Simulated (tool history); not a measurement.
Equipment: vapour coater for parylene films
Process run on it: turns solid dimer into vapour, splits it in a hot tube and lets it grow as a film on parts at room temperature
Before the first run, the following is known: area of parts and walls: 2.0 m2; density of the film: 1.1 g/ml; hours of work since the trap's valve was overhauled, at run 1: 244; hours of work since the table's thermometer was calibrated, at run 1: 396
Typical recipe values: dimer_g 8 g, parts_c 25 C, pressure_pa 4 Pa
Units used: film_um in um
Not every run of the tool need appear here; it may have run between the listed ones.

| run | hour | dimer_g | parts_c | pressure_pa | hours of work since the trap's valve was overhauled | hours of work since the table's thermometer was calibrated | film_um |
|---|---|---|---|---|---|---|---|
| 1 | 0 | 8 | 25 | 4 | 244 | 396 | 2.58 |
|  | 9.1 | trap's valve overhauled |
| 2 | 32.9 | 4 | 25 | 4 | 17 | 416 | 1.35 |
| 3 | 52.7 | 8 | 25 | 4 | 31 | 430 | 2.73 |
| 4 | 85 | 8 | 25 | 4 | 53 | 452 | 2.68 |
| 5 | 114.7 | 8 | 25 | 2.15 | 74 | 473 | 3.08 |
| 6 | 155.3 | 8 | 25 | 4 | 102 | 502 | 2.67 |
| 7 | 186.5 | 8 | 25 | 4 | 124 | 523 | 2.62 |
| 8 | 209.8 | 8 | 25 | 4 | 140 | 540 | 2.63 |
| 9 | 231.3 | 8 | 25 | 4 | 155 | 555 | 2.59 |
| 10 | 270.9 | 8 | 25 | 4 | 183 | 582 | 2.57 |
| 11 | 294.4 | 8 | 25 | 6.94 | 200 | 599 | 2.24 |
| 12 | 316.2 | 8 | 25 | 4 | 215 | 614 | 2.57 |
| 13 | 348.2 | 8 | 25 | 4 | 237 | 637 | 2.56 |
|  | 368.5 | trap's valve overhauled |
| 14 | 371.8 | 8 | 25 | 4 | 2 | 650 | 2.75 |
| 15 | 408.3 | 8 | 25 | 4 | 28 | 676 | 2.69 |
| 16 | 451.4 | 14 | 25 | 8.83 | 58 | 706 | 3.92 |
| 17 | 489 | 14 | 25 | 8.83 | 84 | 732 | 3.86 |
| 18 | 534 | 12 | 25 | 2.38 | 116 | 764 | 4.5 |
|  | 539.2 | table's thermometer calibrated |
| 19 | 579.6 | 4 | 25 | 2.38 | 147 | 28 | 1.47 |
| 20 | 620.2 | 4 | 25 | 2.38 | 175 | 57 | 1.46 |
| 21 | 640.7 | 4 | 29 | 8.03 | 190 | 71 | 0.9 |
| 22 | 682.7 | 12 | 30 | 8.03 | 219 | 100 | 2.58 |
| 23 | 717.8 | 8 | 21 | 6.36 | 244 | 125 | 2.73 |
|  | 729.9 | trap's valve overhauled |
|  | 763.4 | table's thermometer calibrated, once more |
| 24 | 765 | 5 | 27 | 9.02 | 24 | 1 | 1.31 |
| 25 | 788.6 | 5 | 27 | 9.02 | 40 | 18 | 1.29 |
| 26 | 832.1 | 4 | 23 | 4 | 71 | 48 | 1.5 |
| 27 | 875 | 8 | 19 | 7.78 | 101 | 78 | 3.08 |
| 28 | 898.2 | 8 | 19 | 7.78 | 117 | 94 | 3.05 |
| 29 | 918.8 | 4 | 27 | 6.41 | 131 | 109 | 1.1 |

For each run, the measured value with the value that run would have given without the tool's hidden condition subtracted. The run-to-run variation is shared by both, the gauge scatter possibly not:
Hidden conditions of the tool in this case: vapour lost through the trap's worn valve, %; true temperature of the parts over the reading, C; drift of the gauge itself on film_um, %.
| run | film_um |
|---|---|
| 1 | -0.21 |
| 2 | -0.04 |
| 3 | -0.08 |
| 4 | -0.1 |
| 5 | -0.13 |
| 6 | -0.14 |
| 7 | -0.16 |
| 8 | -0.16 |
| 9 | -0.18 |
| 10 | -0.2 |
| 11 | -0.18 |
| 12 | -0.23 |
| 13 | -0.24 |
| 14 | -0.05 |
| 15 | -0.07 |
| 16 | -0.14 |
| 17 | -0.16 |
| 18 | -0.23 |
| 19 | -0.11 |
| 20 | -0.11 |
| 21 | -0.08 |
| 22 | -0.24 |
| 23 | -0.27 |
| 24 | -0.01 |
| 25 | -0.02 |
| 26 | -0.03 |
| 27 | -0.09 |
| 28 | -0.11 |
| 29 | -0.04 |
